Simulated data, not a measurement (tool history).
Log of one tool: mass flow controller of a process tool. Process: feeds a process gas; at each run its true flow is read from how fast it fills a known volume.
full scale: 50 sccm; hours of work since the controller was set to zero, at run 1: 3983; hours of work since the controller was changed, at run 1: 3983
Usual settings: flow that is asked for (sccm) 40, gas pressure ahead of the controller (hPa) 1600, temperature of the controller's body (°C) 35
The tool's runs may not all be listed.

| run | day | flow that is asked for (sccm) | gas pressure ahead of the controller (hPa) | temperature of the controller's body (°C) | hours of work since the controller was set to zero | hours of work since the controller was changed | true flow (%) |
|---|---|---|---|---|---|---|---|
| 1 | 0.000 | 40 | 1600 | 35 | 3983 | 3983 | 100.39 |
| 2 | 11.008 | 40 | 1600 | 35 | 4093 | 4093 | 100.43 |
| 3 | 20.988 | 40 | 1600 | 35 | 4192 | 4192 | 100.37 |
| 4 | 38.233 | 19 | 1600 | 35 | 4363 | 4363 | 100.22 |
| 5 | 52.850 | 40 | 1600 | 35 | 4509 | 4509 | 100.34 |
| 6 | 72.542 | 40 | 1600 | 35 | 4705 | 4705 | 100.34 |

Run 7 comes next. What will it give?
| 7 | 92.196 | 40 | 1600 | 35 | 4900 | 4900 | ? |

Run 7 gave true flow (%) 100.32.
Without the tool's hidden state the same run would have given true flow (%) 100.33.

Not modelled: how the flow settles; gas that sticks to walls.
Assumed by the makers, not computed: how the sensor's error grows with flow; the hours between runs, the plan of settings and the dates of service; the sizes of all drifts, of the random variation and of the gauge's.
